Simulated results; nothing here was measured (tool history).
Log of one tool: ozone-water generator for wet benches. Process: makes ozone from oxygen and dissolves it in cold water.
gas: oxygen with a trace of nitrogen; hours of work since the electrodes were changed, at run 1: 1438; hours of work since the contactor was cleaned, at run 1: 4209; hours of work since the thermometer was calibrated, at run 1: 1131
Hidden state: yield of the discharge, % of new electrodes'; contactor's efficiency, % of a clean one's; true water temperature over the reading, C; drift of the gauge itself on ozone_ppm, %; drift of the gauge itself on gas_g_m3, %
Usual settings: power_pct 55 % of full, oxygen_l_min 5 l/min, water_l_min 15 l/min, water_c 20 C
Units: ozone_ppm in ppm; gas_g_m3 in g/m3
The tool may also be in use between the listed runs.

run,hour,power_pct,oxygen_l_min,water_l_min,water_c,hours of work since the electrodes were changed,hours of work since the contactor was cleaned,hours of work since the thermometer was calibrated,ozone_ppm,gas_g_m3
1,0,55,5,15,20,1438,4209,1131,22.8,228.7
2,89.6,55,5,15,20,1514,4284,1207,22.9,228.6
3,275.3,55,5,15,20,1671,4441,1364,22.5,225.5
4,441.5,55,5,15,20,1811,4581,1504,22.6,225.8
5,537.6,55,5,15,20,1892,4662,1585,22.7,227.2
6,635.6,55,5,15,20,1975,4745,1668,22.7,224.4
7,834.1,55,5,15,20,2142,4913,1835,22.1,225.8
8,967.4,90,2.57,19,19,2255,5025,1947,22.1,382.6
# hour 1088.4: contactor cleaned
9,1105.3,55,5,11,19,2368,14,2060,28.5,224.1
10,1203.4,55,5,22,20,2450,97,2143,17.3,224
11,1363.5,55,6.05,23,20,2585,232,2278,17.6,207.1
12,1537,46,3.47,9,20,2732,378,2425,27.9,232.8

5 ways to go on from here, each from the tool as it stands after run 12. What would each give?
A,1633.3,60,3.2,21,20,2813,460,2506,?,?
B,1633.3,41,3.47,12,21,2813,460,2506,?,?
C,1633.3,81,8.82,9,20,2813,460,2506,?,?
D,1633.3,46,8.06,9,20,2813,460,2506,?,?
E,1633.3,55,4.64,22,20,2813,460,2506,?,?

run,ozone_ppm,gas_g_m3
A,17.1,279.2
B,21.3,217.4
C,36.5,223.7
D,27.3,166.6
E,17.4,228.1
Without the tool's hidden state the same runs would have given:
run,ozone_ppm,gas_g_m3
A,18.2,291.4
B,22.3,224.6
C,39.1,235.5
D,28.7,172.6
E,18.4,237.6

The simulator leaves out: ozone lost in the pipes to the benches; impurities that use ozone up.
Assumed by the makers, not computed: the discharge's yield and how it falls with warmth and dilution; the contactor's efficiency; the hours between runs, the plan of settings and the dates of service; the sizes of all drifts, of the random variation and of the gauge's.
